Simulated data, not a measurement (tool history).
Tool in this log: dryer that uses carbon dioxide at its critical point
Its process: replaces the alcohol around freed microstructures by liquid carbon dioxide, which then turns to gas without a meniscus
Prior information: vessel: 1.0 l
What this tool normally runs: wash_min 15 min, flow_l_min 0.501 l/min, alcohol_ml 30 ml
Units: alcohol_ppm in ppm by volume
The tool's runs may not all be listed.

{"run": 1, "hour": 0.0, "wash_min": 15, "flow_l_min": 0.501, "alcohol_ml": 30, "alcohol_ppm": 71}
{"run": 2, "hour": 66.2, "wash_min": 15, "flow_l_min": 0.501, "alcohol_ml": 30, "alcohol_ppm": 83}
{"run": 3, "hour": 102.8, "wash_min": 15, "flow_l_min": 0.501, "alcohol_ml": 63, "alcohol_ppm": 178}
{"run": 4, "hour": 149.1, "wash_min": 15, "flow_l_min": 0.716, "alcohol_ml": 63, "alcohol_ppm": 40}
{"run": 5, "hour": 201.6, "wash_min": 15, "flow_l_min": 0.716, "alcohol_ml": 63, "alcohol_ppm": 46}
{"hour": 211.6, "done": "inlet filter changed"}
{"run": 6, "hour": 262.8, "wash_min": 15, "flow_l_min": 0.716, "alcohol_ml": 63, "alcohol_ppm": 40}
{"run": 7, "hour": 314.0, "wash_min": 15, "flow_l_min": 0.335, "alcohol_ml": 63, "alcohol_ppm": 592}
{"run": 8, "hour": 380.6, "wash_min": 15, "flow_l_min": 0.335, "alcohol_ml": 63, "alcohol_ppm": 633}
{"run": 9, "hour": 435.8, "wash_min": 15, "flow_l_min": 0.501, "alcohol_ml": 30, "alcohol_ppm": 64}
{"run": 10, "hour": 480.5, "wash_min": 15, "flow_l_min": 0.501, "alcohol_ml": 113, "alcohol_ppm": 178}
{"run": 11, "hour": 543.2, "wash_min": 15, "flow_l_min": 0.762, "alcohol_ml": 113, "alcohol_ppm": 50}
{"run": 12, "hour": 585.7, "wash_min": 18, "flow_l_min": 0.762, "alcohol_ml": 113, "alcohol_ppm": 46}
{"run": 13, "hour": 621.5, "wash_min": 18, "flow_l_min": 0.762, "alcohol_ml": 113, "alcohol_ppm": 53}
{"run": 14, "hour": 673.0, "wash_min": 11, "flow_l_min": 0.762, "alcohol_ml": 113, "alcohol_ppm": 171}
{"run": 15, "hour": 710.4, "wash_min": 11, "flow_l_min": 0.762, "alcohol_ml": 113, "alcohol_ppm": 176}
{"run": 16, "hour": 740.4, "wash_min": 11, "flow_l_min": 0.762, "alcohol_ml": 113, "alcohol_ppm": 189}
{"run": 17, "hour": 777.3, "wash_min": 15, "flow_l_min": 0.501, "alcohol_ml": 30, "alcohol_ppm": 123}
{"run": 18, "hour": 823.5, "wash_min": 15, "flow_l_min": 0.345, "alcohol_ml": 30, "alcohol_ppm": 521}
{"hour": 857.3, "done": "inlet filter changed"}
{"run": 19, "hour": 881.9, "wash_min": 15, "flow_l_min": 0.329, "alcohol_ml": 30, "alcohol_ppm": 311}
{"hour": 895.6, "done": "purifier's bed changed"}
{"run": 20, "hour": 956.9, "wash_min": 15, "flow_l_min": 0.501, "alcohol_ml": 30, "alcohol_ppm": 31}
{"run": 21, "hour": 989.9, "wash_min": 15, "flow_l_min": 0.501, "alcohol_ml": 30, "alcohol_ppm": 37}
{"run": 22, "hour": 1030.0, "wash_min": 15, "flow_l_min": 0.501, "alcohol_ml": 114, "alcohol_ppm": 135}
{"run": 23, "hour": 1094.8, "wash_min": 15, "flow_l_min": 0.501, "alcohol_ml": 114, "alcohol_ppm": 153}
{"run": 24, "hour": 1166.2, "wash_min": 12, "flow_l_min": 0.478, "alcohol_ml": 30, "alcohol_ppm": 203}
{"run": 25, "hour": 1230.7, "wash_min": 16, "flow_l_min": 0.501, "alcohol_ml": 30, "alcohol_ppm": 47}
{"run": 26, "hour": 1264.5, "wash_min": 16, "flow_l_min": 0.501, "alcohol_ml": 30, "alcohol_ppm": 52}
{"run": 27, "hour": 1336.5, "wash_min": 16, "flow_l_min": 0.642, "alcohol_ml": 30, "alcohol_ppm": 24}
{"run": 28, "hour": 1394.8, "wash_min": 16, "flow_l_min": 0.642, "alcohol_ml": 30, "alcohol_ppm": 37}
{"run": 29, "hour": 1466.6, "wash_min": 12, "flow_l_min": 0.642, "alcohol_ml": 30, "alcohol_ppm": 98}
{"hour": 1504.2, "done": "inlet filter changed"}
{"run": 30, "hour": 1514.8, "wash_min": 12, "flow_l_min": 0.642, "alcohol_ml": 34, "alcohol_ppm": 48}
{"run": 31, "hour": 1569.8, "wash_min": 12, "flow_l_min": 0.642, "alcohol_ml": 34, "alcohol_ppm": 65}
{"run": 32, "hour": 1638.0, "wash_min": 14, "flow_l_min": 0.534, "alcohol_ml": 34, "alcohol_ppm": 72}
{"run": 33, "hour": 1676.9, "wash_min": 14, "flow_l_min": 0.675, "alcohol_ml": 98, "alcohol_ppm": 53}
{"run": 34, "hour": 1725.6, "wash_min": 15, "flow_l_min": 0.45, "alcohol_ml": 56, "alcohol_ppm": 165}
{"run": 35, "hour": 1782.4, "wash_min": 15, "flow_l_min": 0.545, "alcohol_ml": 23, "alcohol_ppm": 69}
{"run": 36, "hour": 1833.1, "wash_min": 12, "flow_l_min": 0.501, "alcohol_ml": 58, "alcohol_ppm": 346}
{"run": 37, "hour": 1899.4, "wash_min": 11, "flow_l_min": 0.754, "alcohol_ml": 52, "alcohol_ppm": 104}
{"run": 38, "hour": 1949.1, "wash_min": 16, "flow_l_min": 0.651, "alcohol_ml": 30, "alcohol_ppm": 45}
{"run": 39, "hour": 2020.1, "wash_min": 14, "flow_l_min": 0.84, "alcohol_ml": 66, "alcohol_ppm": 62}
{"run": 40, "hour": 2057.8, "wash_min": 19, "flow_l_min": 0.362, "alcohol_ml": 54, "alcohol_ppm": 237}
{"run": 41, "hour": 2104.5, "wash_min": 19, "flow_l_min": 0.362, "alcohol_ml": 54, "alcohol_ppm": 270}
{"hour": 2147.5, "done": "inlet filter changed"}
{"run": 42, "hour": 2164.2, "wash_min": 15, "flow_l_min": 0.349, "alcohol_ml": 30, "alcohol_ppm": 248}
{"run": 43, "hour": 2213.6, "wash_min": 15, "flow_l_min": 0.349, "alcohol_ml": 30, "alcohol_ppm": 263}
{"hour": 2222.8, "done": "purifier's bed changed"}
{"run": 44, "hour": 2269.8, "wash_min": 15, "flow_l_min": 0.349, "alcohol_ml": 30, "alcohol_ppm": 240}
{"run": 45, "hour": 2301.7, "wash_min": 15, "flow_l_min": 0.349, "alcohol_ml": 30, "alcohol_ppm": 239}
{"run": 46, "hour": 2348.4, "wash_min": 15, "flow_l_min": 0.349, "alcohol_ml": 30, "alcohol_ppm": 253}

What if the next run were any one of these 5? Each begins from the tool's condition after run 46:
{"run": "A", "hour": 2394.3, "wash_min": 19, "flow_l_min": 0.501, "alcohol_ml": 30, "alcohol_ppm": "?"}
{"run": "B", "hour": 2394.3, "wash_min": 12, "flow_l_min": 0.349, "alcohol_ml": 30, "alcohol_ppm": "?"}
{"run": "C", "hour": 2394.3, "wash_min": 24, "flow_l_min": 0.444, "alcohol_ml": 23, "alcohol_ppm": "?"}
{"run": "D", "hour": 2394.3, "wash_min": 16, "flow_l_min": 0.688, "alcohol_ml": 64, "alcohol_ppm": "?"}
{"run": "E", "hour": 2394.3, "wash_min": 15, "flow_l_min": 0.349, "alcohol_ml": 24, "alcohol_ppm": "?"}

run=A alcohol_ppm=17
run=B alcohol_ppm=679
run=C alcohol_ppm=20
run=D alcohol_ppm=15
run=E alcohol_ppm=226
With the hidden condition removed and each run's random variation left untouched, the same runs would have given:
run=A alcohol_ppm=6
run=B alcohol_ppm=508
run=C alcohol_ppm=11
run=D alcohol_ppm=6
run=E alcohol_ppm=156

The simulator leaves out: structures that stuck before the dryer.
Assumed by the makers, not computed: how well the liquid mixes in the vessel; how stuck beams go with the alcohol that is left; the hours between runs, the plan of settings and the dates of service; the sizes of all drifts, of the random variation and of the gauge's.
